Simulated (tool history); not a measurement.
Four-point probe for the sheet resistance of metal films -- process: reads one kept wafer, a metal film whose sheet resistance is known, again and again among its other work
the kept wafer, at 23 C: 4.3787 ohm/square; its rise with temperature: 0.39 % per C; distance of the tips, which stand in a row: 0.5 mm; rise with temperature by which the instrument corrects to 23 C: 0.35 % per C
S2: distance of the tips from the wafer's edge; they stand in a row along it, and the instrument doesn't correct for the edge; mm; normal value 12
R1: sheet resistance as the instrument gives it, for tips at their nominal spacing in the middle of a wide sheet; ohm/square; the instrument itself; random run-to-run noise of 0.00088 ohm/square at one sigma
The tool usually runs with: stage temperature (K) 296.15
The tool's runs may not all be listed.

run 1 day=0.000 | stage_temperature_(K)=296.15 S2=12 | R1=4.386328
run 2 day=3.483 | stage_temperature_(K)=296.15 S2=12 | R1=4.383538
run 3 day=7.683 | stage_temperature_(K)=296.15 S2=12 | R1=4.386922
run 4 day=12.158 | stage_temperature_(K)=296.15 S2=12 | R1=4.387233
run 5 day=16.588 | stage_temperature_(K)=296.15 S2=12 | R1=4.388633
run 6 day=20.454 | stage_temperature_(K)=296.15 S2=12 | R1=4.389789
run 7 day=25.850 | stage_temperature_(K)=296.15 S2=12 | R1=4.388050
run 8 day=30.275 | stage_temperature_(K)=298.15 S2=3 | R1=4.453508
run 9 day=34.912 | stage_temperature_(K)=293.15 S2=3 | R1=4.446795
run 10 day=39.604 | stage_temperature_(K)=294.15 S2=9 | R1=4.392336
run 11 day=44.988 | stage_temperature_(K)=299.15 S2=30 | R1=4.394705
-- day=47.717 stage's thermometer calibrated
run 12 day=48.900 | stage_temperature_(K)=294.15 S2=49 | R1=4.392282
run 13 day=54.525 | stage_temperature_(K)=294.15 S2=49 | R1=4.393897
run 14 day=60.417 | stage_temperature_(K)=296.15 S2=30 | R1=4.397085

Consider 3 possible next runs. They are alternatives, not a sequence: every one starts from the tool as it was left by run 14. What does each give?
run A day=66.029 | stage_temperature_(K)=293.15 S2=9 | R1=?
run B day=66.029 | stage_temperature_(K)=296.15 S2=35 | R1=?
run C day=66.029 | stage_temperature_(K)=296.15 S2=12 | R1=?

run=A R1=4.400899
run=B R1=4.399596
run=C R1=4.401918
Take away the tool's hidden state, keep each run's random variation, and the runs would have read:
run=A R1=4.381442
run=B R1=4.380130
run=C R1=4.382442
